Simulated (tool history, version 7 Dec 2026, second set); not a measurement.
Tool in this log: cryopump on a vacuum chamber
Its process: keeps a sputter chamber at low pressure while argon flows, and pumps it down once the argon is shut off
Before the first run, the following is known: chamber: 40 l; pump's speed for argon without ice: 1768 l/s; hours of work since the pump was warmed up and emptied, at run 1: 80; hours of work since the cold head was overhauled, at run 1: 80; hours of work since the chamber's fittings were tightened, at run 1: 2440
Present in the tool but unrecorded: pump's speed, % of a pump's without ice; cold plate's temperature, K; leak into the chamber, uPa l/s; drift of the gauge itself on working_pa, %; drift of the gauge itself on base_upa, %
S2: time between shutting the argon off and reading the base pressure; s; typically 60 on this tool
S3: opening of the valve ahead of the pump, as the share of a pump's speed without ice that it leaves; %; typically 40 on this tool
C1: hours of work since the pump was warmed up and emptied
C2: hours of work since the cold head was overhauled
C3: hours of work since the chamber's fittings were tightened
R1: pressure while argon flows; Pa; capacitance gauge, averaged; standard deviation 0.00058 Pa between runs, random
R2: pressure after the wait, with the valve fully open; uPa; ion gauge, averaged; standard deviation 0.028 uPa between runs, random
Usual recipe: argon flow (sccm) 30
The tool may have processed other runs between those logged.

{"run": 1, "hour": 0.0, "argon flow (sccm)": 30, "S2": 60, "S3": 40, "C1": 80, "C2": 80, "C3": 2440, "R1": 0.0723, "R2": 2.1}
{"run": 2, "hour": 15.7, "argon flow (sccm)": 30, "S2": 60, "S3": 40, "C1": 88, "C2": 88, "C3": 2449, "R1": 0.072, "R2": 2.19}
{"run": 3, "hour": 30.6, "argon flow (sccm)": 30, "S2": 60, "S3": 40, "C1": 97, "C2": 97, "C3": 2457, "R1": 0.073, "R2": 2.1}
{"run": 4, "hour": 38.6, "argon flow (sccm)": 30, "S2": 213, "S3": 40, "C1": 101, "C2": 101, "C3": 2462, "R1": 0.0732, "R2": 1.32}
{"run": 5, "hour": 48.5, "argon flow (sccm)": 30, "S2": 213, "S3": 40, "C1": 107, "C2": 107, "C3": 2467, "R1": 0.0735, "R2": 1.28}
{"run": 6, "hour": 55.9, "argon flow (sccm)": 30, "S2": 32, "S3": 40, "C1": 111, "C2": 111, "C3": 2471, "R1": 0.0723, "R2": 3.13}
{"run": 7, "hour": 64.5, "argon flow (sccm)": 38, "S2": 32, "S3": 40, "C1": 115, "C2": 115, "C3": 2476, "R1": 0.0921, "R2": 3.08}
{"run": 8, "hour": 77.8, "argon flow (sccm)": 38, "S2": 32, "S3": 40, "C1": 123, "C2": 123, "C3": 2483, "R1": 0.0912, "R2": 3.14}
{"run": 9, "hour": 92.5, "argon flow (sccm)": 50, "S2": 45, "S3": 42, "C1": 131, "C2": 131, "C3": 2492, "R1": 0.1156, "R2": 2.59}
{"run": 10, "hour": 101.1, "argon flow (sccm)": 50, "S2": 45, "S3": 22, "C1": 136, "C2": 136, "C3": 2496, "R1": 0.2194, "R2": 2.46}
{"run": 11, "hour": 108.2, "argon flow (sccm)": 50, "S2": 45, "S3": 22, "C1": 140, "C2": 140, "C3": 2500, "R1": 0.2177, "R2": 2.5}
{"run": 12, "hour": 119.0, "argon flow (sccm)": 30, "S2": 60, "S3": 57, "C1": 146, "C2": 146, "C3": 2506, "R1": 0.0514, "R2": 2.11}
{"run": 13, "hour": 130.8, "argon flow (sccm)": 42, "S2": 102, "S3": 31, "C1": 152, "C2": 152, "C3": 2513, "R1": 0.1295, "R2": 1.72}
{"run": 14, "hour": 142.3, "argon flow (sccm)": 30, "S2": 28, "S3": 19, "C1": 159, "C2": 159, "C3": 2519, "R1": 0.1528, "R2": 3.48}

Selected run-to-run steps in R1, each split into two signed amounts: the part the tool would show with no hidden state at all (from settings, incoming material and random variation), and the remainder, which goes to the hidden state together with any gauge scatter not common to the measured and the hidden-state-free results:
Run 11 -> 12: argon flow (sccm) 50 -> 30, S2 45 -> 60, S3 22 -> 57. R1 -0.1663 Pa: hidden state -0.0008, all else -0.1655.
